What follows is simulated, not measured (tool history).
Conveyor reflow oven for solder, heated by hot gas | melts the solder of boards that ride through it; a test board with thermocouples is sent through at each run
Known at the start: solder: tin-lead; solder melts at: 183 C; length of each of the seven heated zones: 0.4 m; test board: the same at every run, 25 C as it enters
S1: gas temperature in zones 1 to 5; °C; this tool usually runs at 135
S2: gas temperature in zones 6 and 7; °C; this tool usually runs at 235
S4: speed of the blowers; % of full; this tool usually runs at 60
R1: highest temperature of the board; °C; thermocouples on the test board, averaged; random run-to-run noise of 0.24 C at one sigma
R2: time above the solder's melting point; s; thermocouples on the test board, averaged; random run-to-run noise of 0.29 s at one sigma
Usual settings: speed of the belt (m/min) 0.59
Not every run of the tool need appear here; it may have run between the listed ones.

{"run": 1, "day": 0.0, "S1": 135, "S2": 235, "speed of the belt (m/min)": 0.59, "S4": 60, "R1": 211.3, "R2": 53.1}
{"run": 2, "day": 1.038, "S1": 126, "S2": 235, "speed of the belt (m/min)": 0.59, "S4": 60, "R1": 209.5, "R2": 47.8}
{"run": 3, "day": 2.046, "S1": 126, "S2": 235, "speed of the belt (m/min)": 0.59, "S4": 60, "R1": 209.4, "R2": 47.6}
{"run": 4, "day": 2.679, "S1": 135, "S2": 235, "speed of the belt (m/min)": 0.59, "S4": 60, "R1": 211.3, "R2": 52.6}
{"run": 5, "day": 3.292, "S1": 133, "S2": 235, "speed of the belt (m/min)": 0.59, "S4": 60, "R1": 211.1, "R2": 51.6}
{"run": 6, "day": 3.742, "S1": 133, "S2": 235, "speed of the belt (m/min)": 0.59, "S4": 60, "R1": 211.2, "R2": 51.8}
{"run": 7, "day": 4.654, "S1": 135, "S2": 227, "speed of the belt (m/min)": 0.59, "S4": 60, "R1": 204.8, "R2": 45.6}
{"run": 8, "day": 5.208, "S1": 128, "S2": 227, "speed of the belt (m/min)": 0.59, "S4": 60, "R1": 203.2, "R2": 40.8}
{"day": 5.646, "done": "flux residue cleaned out of gas plates and filters"}
{"run": 9, "day": 6.508, "S1": 135, "S2": 235, "speed of the belt (m/min)": 0.59, "S4": 60, "R1": 211.7, "R2": 53.1}
{"run": 10, "day": 7.412, "S1": 135, "S2": 235, "speed of the belt (m/min)": 0.496, "S4": 60, "R1": 217.8, "R2": 72.4}
{"run": 11, "day": 8.408, "S1": 135, "S2": 235, "speed of the belt (m/min)": 0.59, "S4": 60, "R1": 211.8, "R2": 53.4}
{"run": 12, "day": 9.188, "S1": 135, "S2": 227, "speed of the belt (m/min)": 0.59, "S4": 60, "R1": 204.7, "R2": 45.7}
{"run": 13, "day": 9.85, "S1": 135, "S2": 227, "speed of the belt (m/min)": 0.59, "S4": 60, "R1": 204.8, "R2": 46}
{"run": 14, "day": 10.542, "S1": 135, "S2": 227, "speed of the belt (m/min)": 0.59, "S4": 60, "R1": 205, "R2": 46.1}
{"run": 15, "day": 11.571, "S1": 122, "S2": 228, "speed of the belt (m/min)": 0.59, "S4": 60, "R1": 203, "R2": 38.2}

Run 16 comes next. What will it give?
{"run": 16, "day": 12.042, "S1": 122, "S2": 228, "speed of the belt (m/min)": 0.59, "S4": 60, "R1": "?", "R2": "?"}

{"run 16": {"R1": 202.9, "R2": 38.4}}
Had the tool carried no hidden state, the very same run would have given R1 202.8 °C, R2 38.2 s.
